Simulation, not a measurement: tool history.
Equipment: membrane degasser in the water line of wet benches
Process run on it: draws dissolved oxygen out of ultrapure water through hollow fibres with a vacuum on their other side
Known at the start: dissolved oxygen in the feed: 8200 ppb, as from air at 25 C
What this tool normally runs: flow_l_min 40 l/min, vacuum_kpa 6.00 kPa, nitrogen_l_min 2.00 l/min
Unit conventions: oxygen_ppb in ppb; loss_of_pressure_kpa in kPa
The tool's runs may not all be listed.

run    hour  flow_l_min  vacuum_kpa  nitrogen_l_min  oxygen_ppb  loss_of_pressure_kpa
  1     0.0          40        6.00            2.00       366.6                 51.55
  2   137.8          40        6.00            2.00       363.9                 51.71
  3   231.2          40        6.00            2.00       369.7                 51.90
  4   344.6          40        6.00            2.00       372.8                 52.13
  5   480.4          40        6.00            2.00       374.3                 52.08
  6   568.0          40        6.00            2.00       378.9                 51.90
  7   635.6          40        6.00            2.00       376.6                 52.37
  8   706.0          40        6.00            4.01       311.2                 52.31
  9   806.1          32        6.00            2.00       293.9                 41.65
 10   886.5          32        6.00            2.00       294.1                 41.75
 11  1012.0          32        6.00            2.00       295.1                 41.56
 12  1075.1          44        6.00            2.00       414.3                 57.37
 13  1147.0          40        6.00            2.00       377.8                 52.26
 14  1269.4          40        6.00            2.00       381.0                 52.32
 15  1369.4          40        6.00            2.00       370.2                 52.48
 16  1429.2          40        6.00            2.00       377.8                 52.53
 17  1510.5          40        6.00            2.00       381.5                 52.24
 18  1573.6          43        6.00            2.00       415.9                 56.58
 19  1637.0          32        8.10            1.97       375.9                 42.26
 20  1721.3          32        8.10            1.97       372.3                 42.12
 21  1802.8          32        7.98            2.07       360.9                 42.17
 22  1924.5          32        7.98            2.58       337.4                 42.10
 23  2060.6          32        7.98            4.12       294.4                 42.37
 24  2195.6          34        7.98            4.23       307.7                 44.70
 25  2254.3          34        7.98            4.23       307.1                 45.15
     2279.5  -- vacuum gauge calibrated
 26  2351.8          38        4.72            4.23       279.3                 49.96
 27  2416.1          56        8.17            2.00       637.7                 73.83
     2477.5  -- seals of the vacuum lines changed
 28  2520.2          56        8.17            2.00       650.2                 74.18
 29  2596.0          32        8.19            2.00       369.9                 42.22
 30  2690.4          32       11.22            5.38       311.0                 42.09
 31  2777.1          32       11.22            5.38       315.4                 42.46
 32  2876.2          55        4.31            1.85       447.7                 72.79

Alternative continuations, all from the tool just after run 32; predict every row:
  A  3000.0          60        4.35            2.63           ?                     ?
  B  3000.0          40        6.00            2.23           ?                     ?
  C  3000.0          24        6.17            2.00           ?                     ?

run  oxygen_ppb  loss_of_pressure_kpa
  A       486.0                 79.03
  B       370.7                 52.97
  C       221.1                 31.87
With no hidden state in the tool, these same runs would have given:
run  oxygen_ppb  loss_of_pressure_kpa
  A       447.4                 76.69
  B       343.7                 51.40
  C       204.1                 30.93
